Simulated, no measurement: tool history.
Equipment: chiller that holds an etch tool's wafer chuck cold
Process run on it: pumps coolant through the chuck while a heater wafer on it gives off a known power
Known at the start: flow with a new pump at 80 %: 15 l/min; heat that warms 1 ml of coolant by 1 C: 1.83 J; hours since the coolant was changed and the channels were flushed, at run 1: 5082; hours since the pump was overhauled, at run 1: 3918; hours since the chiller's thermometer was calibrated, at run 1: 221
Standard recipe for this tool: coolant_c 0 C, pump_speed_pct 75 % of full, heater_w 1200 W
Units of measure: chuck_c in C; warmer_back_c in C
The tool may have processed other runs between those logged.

| run | hour | coolant_c | pump_speed_pct | heater_w | hours since the coolant was changed and the channels were flushed | hours since the pump was overhauled | hours since the chiller's thermometer was calibrated | chuck_c | warmer_back_c |
|---|---|---|---|---|---|---|---|---|---|
| 1 | 0 | 0 | 75 | 1200 | 5082 | 3918 | 221 | 8.7 | 3.06 |
| 2 | 110.9 | 0 | 75 | 1200 | 5193 | 4029 | 331 | 8.8 | 3.04 |
| 3 | 210.2 | 0 | 75 | 1200 | 5292 | 4128 | 431 | 9 | 3.06 |
| 4 | 269 | 0 | 75 | 1200 | 5351 | 4187 | 490 | 8.9 | 3.05 |
| 5 | 372 | 0 | 75 | 1200 | 5454 | 4290 | 593 | 8.7 | 3.1 |
| 6 | 490.1 | 0 | 75 | 1200 | 5572 | 4408 | 711 | 8.8 | 3.07 |
| 7 | 582.9 | 8 | 75 | 1200 | 5665 | 4501 | 803 | 16.9 | 3.12 |
| 8 | 696.4 | 0 | 75 | 1200 | 5779 | 4614 | 917 | 8.9 | 3.13 |
| 9 | 840.6 | 0 | 98 | 1200 | 5923 | 4758 | 1061 | 7.2 | 2.32 |
| 10 | 977.6 | 0 | 75 | 1200 | 6060 | 4895 | 1198 | 8.8 | 3.13 |
| 11 | 1045.8 | 0 | 75 | 1200 | 6128 | 4963 | 1266 | 9.1 | 3.11 |
| 12 | 1119.5 | 0 | 80 | 1200 | 6202 | 5037 | 1340 | 8.3 | 2.83 |
| 13 | 1193.2 | -5 | 75 | 1200 | 6275 | 5111 | 1414 | 3.8 | 3.13 |
| 14 | 1317.2 | -5 | 75 | 1200 | 6399 | 5235 | 1538 | 3.9 | 3.12 |
| 15 | 1389 | -10 | 75 | 1200 | 6471 | 5307 | 1610 | -1.2 | 3.19 |
| 16 | 1483.6 | 0 | 75 | 1200 | 6566 | 5401 | 1704 | 8.9 | 3.11 |
| 17 | 1547 | -4 | 79 | 955 | 6629 | 5465 | 1768 | 2.7 | 2.41 |
| 18 | 1664.1 | 2 | 79 | 1453 | 6746 | 5582 | 1885 | 12.4 | 3.6 |
| 19 | 1800.8 | -4 | 86 | 1200 | 6883 | 5719 | 2021 | 3.7 | 2.72 |
| 20 | 1897.4 | -3 | 86 | 1432 | 6980 | 5815 | 2118 | 6.6 | 3.22 |
| 21 | 2037.1 | -3 | 63 | 1432 | 7119 | 5955 | 2258 | 9.6 | 4.62 |
| 22 | 2128.3 | 5 | 93 | 1354 | 7210 | 6046 | 2349 | 13.3 | 2.93 |
| 23 | 2237.9 | 5 | 93 | 1354 | 7320 | 6156 | 2458 | 13.4 | 2.88 |
| 24 | 2335.2 | 0 | 70 | 1150 | 7417 | 6253 | 2556 | 9.2 | 3.29 |
| 25 | 2431 | -4 | 70 | 796 | 7513 | 6349 | 2652 | 2.3 | 2.29 |
| 26 | 2510.8 | -4 | 70 | 796 | 7593 | 6428 | 2731 | 2.4 | 2.24 |
| 27 | 2595.1 | -4 | 66 | 1200 | 7677 | 6513 | 2816 | 6.3 | 3.69 |
| 28 | 2704.8 | -4 | 66 | 1200 | 7787 | 6622 | 2925 | 6.3 | 3.68 |
| 29 | 2809.7 | -4 | 80 | 1564 | 7892 | 6727 | 3030 | 7.4 | 3.9 |

Expected results for the next run?
|  | 2828.2 | coolant changed, channels flushed |
| 30 | 2940.1 | -4 | 80 | 1564 | 112 | 6852 | 3155 | ? | ? |

chuck_c: 6.8 C
warmer_back_c: 4.02 C
On a tool with no hidden condition, and with the same random variation, this run would have come out at chuck_c 5.9 C, warmer_back_c 3.49 C.

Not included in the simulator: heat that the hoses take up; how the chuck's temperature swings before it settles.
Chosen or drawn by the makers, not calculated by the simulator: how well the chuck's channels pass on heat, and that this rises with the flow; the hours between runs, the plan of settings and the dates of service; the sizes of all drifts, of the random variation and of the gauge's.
